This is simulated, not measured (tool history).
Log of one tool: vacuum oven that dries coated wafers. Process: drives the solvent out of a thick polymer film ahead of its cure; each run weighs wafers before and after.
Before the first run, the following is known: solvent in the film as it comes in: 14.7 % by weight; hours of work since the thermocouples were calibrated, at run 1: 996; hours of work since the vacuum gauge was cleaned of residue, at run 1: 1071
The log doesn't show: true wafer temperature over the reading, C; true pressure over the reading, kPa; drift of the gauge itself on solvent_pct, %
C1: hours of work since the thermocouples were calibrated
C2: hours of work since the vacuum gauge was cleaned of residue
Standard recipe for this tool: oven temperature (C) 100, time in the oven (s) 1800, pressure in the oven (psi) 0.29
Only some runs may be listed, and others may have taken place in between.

Run 1, hour 0: usual settings; C1 996; C2 1071. Result: solvent left in the film (%) 1.94.
Run 2, hour 29.4: usual settings but time in the oven (s) 1860; C1 1020; C2 1094. Result: solvent left in the film (%) 1.94.
Run 3, hour 63.1: usual settings but time in the oven (s) 1860; C1 1047; C2 1121. Result: solvent left in the film (%) 1.99.
Run 4, hour 92.1: usual settings but time in the oven (s) 1860; C1 1070; C2 1144. Result: solvent left in the film (%) 2.04.
Run 5, hour 152.1: usual settings but oven temperature (C) 91; C1 1118; C2 1192. Result: solvent left in the film (%) 3.59.
Run 6, hour 219.2: usual settings but pressure in the oven (psi) 0.17; C1 1171; C2 1246. Result: solvent left in the film (%) 1.56.
Run 7, hour 264.2: usual settings but oven temperature (C) 114; C1 1207; C2 1282. Result: solvent left in the film (%) 0.96.
Run 8, hour 327: usual settings but time in the oven (s) 1140; C1 1257; C2 1332. Result: solvent left in the film (%) 3.1.
Run 9, hour 356.9: usual settings but time in the oven (s) 1140; C1 1281; C2 1356. Result: solvent left in the film (%) 3.13.
Run 10, hour 415: usual settings but time in the oven (s) 1140; C1 1328; C2 1402. Result: solvent left in the film (%) 3.07.
At hour 436.4: oven's thermocouples calibrated.
Run 11, hour 478.9: usual settings; C1 34; C2 1452. Result: solvent left in the film (%) 1.95.
Run 12, hour 545.6: usual settings; C1 87; C2 1505. Result: solvent left in the film (%) 1.99.
Run 13, hour 595.2: usual settings; C1 127; C2 1545. Result: solvent left in the film (%) 1.99.
Run 14, hour 631.2: usual settings; C1 156; C2 1573. Result: solvent left in the film (%) 2.08.
Run 15, hour 699.5: usual settings; C1 210; C2 1628. Result: solvent left in the film (%) 2.04.
Run 16, hour 757.4: usual settings; C1 256; C2 1674. Result: solvent left in the film (%) 2.05.
Run 17, hour 801.4: usual settings; C1 292; C2 1709. Result: solvent left in the film (%) 2.06.
Run 18, hour 856.1: usual settings; C1 335; C2 1753. Result: solvent left in the film (%) 2.15.
Run 19, hour 889.6: usual settings; C1 362; C2 1780. Result: solvent left in the film (%) 2.13.
Run 20, hour 941.4: usual settings; C1 403; C2 1821. Result: solvent left in the film (%) 2.19.
Run 21, hour 991: usual settings; C1 443; C2 1861. Result: solvent left in the film (%) 2.16.
Run 22, hour 1027: usual settings; C1 472; C2 1890. Result: solvent left in the film (%) 2.13.
Run 23, hour 1070: usual settings; C1 506; C2 1924. Result: solvent left in the film (%) 2.15.
Run 24, hour 1113.9: usual settings but time in the oven (s) 2280; C1 541; C2 1959. Result: solvent left in the film (%) 1.99.
Run 25, hour 1166.1: usual settings but oven temperature (C) 98, pressure in the oven (psi) 1.137; C1 583; C2 2001. Result: solvent left in the film (%) 6.41.
Run 26, hour 1214.7: usual settings but oven temperature (C) 103, time in the oven (s) 1320, pressure in the oven (psi) 1.137; C1 622; C2 2039. Result: solvent left in the film (%) 5.43.
Run 27, hour 1280.2: usual settings but oven temperature (C) 103, time in the oven (s) 1320, pressure in the oven (psi) 1.137; C1 674; C2 2092. Result: solvent left in the film (%) 5.48.
Run 28, hour 1314.8: usual settings but oven temperature (C) 103, time in the oven (s) 1320, pressure in the oven (psi) 1.137; C1 702; C2 2119. Result: solvent left in the film (%) 5.56.
Run 29, hour 1350.5: usual settings but time in the oven (s) 1920, pressure in the oven (psi) 0.486; C1 730; C2 2148. Result: solvent left in the film (%) 3.
Run 30, hour 1390: usual settings but oven temperature (C) 90, time in the oven (s) 1320, pressure in the oven (psi) 0.58; C1 762; C2 2180. Result: solvent left in the film (%) 6.48.

Run 31 has not been measured yet. What should we expect?
Run 31, hour 1435.4: usual settings but oven temperature (C) 90, time in the oven (s) 1320, pressure in the oven (psi) 0.58; C1 798; C2 2216. Result: solvent left in the film (%) ?.

solvent left in the film (%): 6.49
If the tool had no hidden condition, the same run with the same run-to-run variation would have returned solvent left in the film (%) 5.56.
